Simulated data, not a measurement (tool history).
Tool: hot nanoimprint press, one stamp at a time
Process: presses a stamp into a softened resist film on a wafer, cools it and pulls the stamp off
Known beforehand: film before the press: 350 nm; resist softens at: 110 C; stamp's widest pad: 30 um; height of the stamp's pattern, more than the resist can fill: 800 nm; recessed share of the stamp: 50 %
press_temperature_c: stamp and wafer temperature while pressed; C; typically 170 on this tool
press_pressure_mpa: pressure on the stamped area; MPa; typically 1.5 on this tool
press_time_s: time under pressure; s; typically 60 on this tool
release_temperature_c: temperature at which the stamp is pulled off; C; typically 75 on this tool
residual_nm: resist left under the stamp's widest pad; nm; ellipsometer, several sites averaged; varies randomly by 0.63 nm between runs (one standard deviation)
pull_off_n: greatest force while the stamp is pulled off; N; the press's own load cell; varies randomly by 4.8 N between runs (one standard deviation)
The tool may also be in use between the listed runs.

Run 1, day 0: usual settings. Result: residual_nm 148 nm, pull_off_n 307 N.
Run 2, day 0.642: usual settings. Result: residual_nm 148.1 nm, pull_off_n 323 N.
Run 3, day 1.117: usual settings. Result: residual_nm 148.6 nm, pull_off_n 322 N.
Run 4, day 1.638: usual settings. Result: residual_nm 147.9 nm, pull_off_n 313 N.
Run 5, day 2.408: usual settings. Result: residual_nm 147.2 nm, pull_off_n 321 N.
Run 6, day 3.412: usual settings. Result: residual_nm 147.1 nm, pull_off_n 323 N.
Run 7, day 4.171: usual settings but release_temperature_c 68 C. Result: residual_nm 147.4 nm, pull_off_n 382 N.
Run 8, day 4.842: usual settings but press_temperature_c 160 C. Result: residual_nm 244.5 nm, pull_off_n 335 N.
Run 9, day 5.496: usual settings but press_temperature_c 160 C. Result: residual_nm 243.6 nm, pull_off_n 342 N.
Run 10, day 6: usual settings but release_temperature_c 79 C. Result: residual_nm 144.5 nm, pull_off_n 321 N.
At day 6.192: plate thermocouple calibrated.
Run 11, day 7.175: usual settings. Result: residual_nm 141.8 nm, pull_off_n 359 N.
Run 12, day 7.983: usual settings. Result: residual_nm 141 nm, pull_off_n 359 N.
Run 13, day 8.988: usual settings. Result: residual_nm 141.5 nm, pull_off_n 371 N.
At day 9.646: plate thermocouple calibrated, once more.
Run 14, day 9.917: usual settings but press_pressure_mpa 2.39 MPa. Result: residual_nm 126.1 nm, pull_off_n 363 N.
Run 15, day 10.483: usual settings but press_time_s 42 s. Result: residual_nm 174.6 nm, pull_off_n 390 N.
Run 16, day 11.442: usual settings but press_temperature_c 177 C, press_pressure_mpa 2.13 MPa, press_time_s 118 s, release_temperature_c 62 C. Result: residual_nm 64 nm, pull_off_n 480 N.
Run 17, day 12.217: usual settings but press_temperature_c 177 C, press_pressure_mpa 1.88 MPa, press_time_s 48 s, release_temperature_c 62 C. Result: residual_nm 100.7 nm, pull_off_n 488 N.
Run 18, day 12.938: usual settings but press_pressure_mpa 1.32 MPa, press_time_s 104 s. Result: residual_nm 129.8 nm, pull_off_n 389 N.
Run 19, day 14.025: usual settings but press_temperature_c 165 C, press_pressure_mpa 1.77 MPa. Result: residual_nm 189 nm, pull_off_n 395 N.
Run 20, day 14.942: usual settings but press_temperature_c 165 C, press_pressure_mpa 1.77 MPa. Result: residual_nm 187.6 nm, pull_off_n 413 N.
Run 21, day 15.483: usual settings but press_temperature_c 172 C, press_pressure_mpa 2.19 MPa, press_time_s 71 s, release_temperature_c 77 C. Result: residual_nm 106.8 nm, pull_off_n 405 N.
At day 16.254: stamp cleaned and given a new release coat.
Run 22, day 16.842: usual settings but press_temperature_c 169 C, press_pressure_mpa 1.88 MPa, release_temperature_c 79 C. Result: residual_nm 146.5 nm, pull_off_n 224 N.
Run 23, day 17.662: usual settings but press_temperature_c 169 C, press_pressure_mpa 1.88 MPa, release_temperature_c 79 C. Result: residual_nm 146.2 nm, pull_off_n 221 N.
Run 24, day 18.362: usual settings but press_temperature_c 169 C, press_pressure_mpa 1.88 MPa, release_temperature_c 79 C. Result: residual_nm 144.2 nm, pull_off_n 225 N.
Run 25, day 19.379: usual settings but press_temperature_c 169 C, press_pressure_mpa 1.88 MPa, release_temperature_c 79 C. Result: residual_nm 146.2 nm, pull_off_n 232 N.
Run 26, day 20.171: usual settings but press_temperature_c 169 C, press_pressure_mpa 1.88 MPa, release_temperature_c 79 C. Result: residual_nm 143.2 nm, pull_off_n 245 N.
Run 27, day 20.683: usual settings but press_pressure_mpa 1.84 MPa, release_temperature_c 65 C. Result: residual_nm 136.5 nm, pull_off_n 310 N.
Run 28, day 21.779: usual settings but press_pressure_mpa 1.84 MPa, release_temperature_c 65 C. Result: residual_nm 136.9 nm, pull_off_n 331 N.
Run 29, day 22.679: usual settings but press_temperature_c 180 C, press_pressure_mpa 1.6 MPa, press_time_s 91 s, release_temperature_c 81 C. Result: residual_nm 66.9 nm, pull_off_n 247 N.

Some steps in residual_nm between neighbouring runs. How much of each would the tool show without its hidden state too (settings, what came in, random variation), and how much is left for the hidden state, with any gauge scatter that isn't in both results?
Hidden state present: true temperature over the reading, C; pressure that arrives at the usual setting, %; grip of the stamp's worn release coat, % over a new coat's; drift of the gauge itself on residual_nm, %; drift of the gauge itself on pull_off_n, %.
Run 9 -> 10: press_temperature_c 160 -> 170, release_temperature_c 75 -> 79. residual_nm -99.1 nm: hidden state +1.1, all else -100.2.
Run 10 -> 11: release_temperature_c 79 -> 75, plate thermocouple calibrated. residual_nm -2.7 nm: hidden state -3.8, all else +1.1.
Run 13 -> 14: press_pressure_mpa 1.5 -> 2.39, plate thermocouple calibrated, once more. residual_nm -15.4 nm: hidden state +13.6, all else -29.
Run 15 -> 16: press_temperature_c 170 -> 177, press_pressure_mpa 1.5 -> 2.13, press_time_s 42 -> 118, release_temperature_c 75 -> 62. residual_nm -110.6 nm: hidden state -1.5, all else -109.1.

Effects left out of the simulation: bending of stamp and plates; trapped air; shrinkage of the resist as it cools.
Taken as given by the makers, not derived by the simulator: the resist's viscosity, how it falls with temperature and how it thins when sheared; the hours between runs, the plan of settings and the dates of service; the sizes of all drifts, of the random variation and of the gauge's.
